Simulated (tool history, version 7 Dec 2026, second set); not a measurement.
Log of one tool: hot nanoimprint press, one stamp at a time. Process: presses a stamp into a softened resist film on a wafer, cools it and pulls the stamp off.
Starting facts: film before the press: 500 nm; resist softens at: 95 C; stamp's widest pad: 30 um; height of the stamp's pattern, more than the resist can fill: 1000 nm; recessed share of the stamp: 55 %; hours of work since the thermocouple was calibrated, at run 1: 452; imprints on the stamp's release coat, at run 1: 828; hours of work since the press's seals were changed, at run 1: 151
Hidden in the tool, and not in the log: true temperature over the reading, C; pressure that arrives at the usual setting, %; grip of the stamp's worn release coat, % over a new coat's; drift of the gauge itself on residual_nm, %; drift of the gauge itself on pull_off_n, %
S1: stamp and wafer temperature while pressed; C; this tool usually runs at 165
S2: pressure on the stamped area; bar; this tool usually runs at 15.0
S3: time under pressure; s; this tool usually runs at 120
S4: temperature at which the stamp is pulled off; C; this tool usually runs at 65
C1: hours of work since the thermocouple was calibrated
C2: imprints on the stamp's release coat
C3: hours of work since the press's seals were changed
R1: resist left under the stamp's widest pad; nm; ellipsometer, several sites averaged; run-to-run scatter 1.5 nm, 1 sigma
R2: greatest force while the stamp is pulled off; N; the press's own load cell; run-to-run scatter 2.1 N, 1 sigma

| run | hour | S1 | S2 | S3 | S4 | C1 | C2 | C3 | R1 | R2 |
|---|---|---|---|---|---|---|---|---|---|---|
| 1 | 0.0 | 165 | 15.0 | 120 | 65 | 452 | 828 | 151 | 254.7 | 113 |
| 2 | 68.8 | 165 | 17.6 | 120 | 65 | 506 | 1125 | 205 | 240.9 | 117 |
|  | 105.7 | plate thermocouple calibrated |
| 3 | 112.2 | 165 | 17.6 | 120 | 65 | 5 | 1299 | 236 | 227.7 | 119 |
|  | 137.7 | stamp cleaned and given a new release coat |
| 4 | 192.6 | 170 | 15.0 | 120 | 65 | 64 | 236 | 295 | 213.4 | 97 |
| 5 | 250.8 | 170 | 15.0 | 120 | 65 | 109 | 487 | 340 | 214.5 | 102 |
| 6 | 302.9 | 166 | 21.1 | 96 | 65 | 150 | 712 | 381 | 226.0 | 112 |
| 7 | 361.5 | 173 | 15.0 | 120 | 73 | 196 | 964 | 427 | 200.5 | 103 |
| 8 | 429.6 | 173 | 15.0 | 120 | 73 | 249 | 1258 | 481 | 203.6 | 108 |
|  | 467.1 | stamp cleaned and given a new release coat |
| 9 | 486.2 | 173 | 15.0 | 120 | 73 | 289 | 83 | 520 | 204.1 | 88 |
| 10 | 561.0 | 165 | 9.2 | 120 | 68 | 348 | 405 | 579 | 310.5 | 98 |

3 ways to go on from here, each from the tool as it stands after run 10. What would each give?
| A | 601.0 | 171 | 21.0 | 112 | 68 | 379 | 577 | 610 | ? | ? |
| B | 601.0 | 165 | 15.0 | 120 | 71 | 379 | 577 | 610 | ? | ? |
| C | 601.0 | 165 | 14.5 | 200 | 72 | 379 | 577 | 610 | ? | ? |

| run | R1 | R2 |
|---|---|---|
| A | 192.9 | 103 |
| B | 256.6 | 98 |
| C | 217.6 | 107 |
What these runs would have given with no unlogged condition in the tool:
| run | R1 | R2 |
|---|---|---|
| A | 179.6 | 90 |
| B | 241.7 | 86 |
| C | 203.9 | 94 |
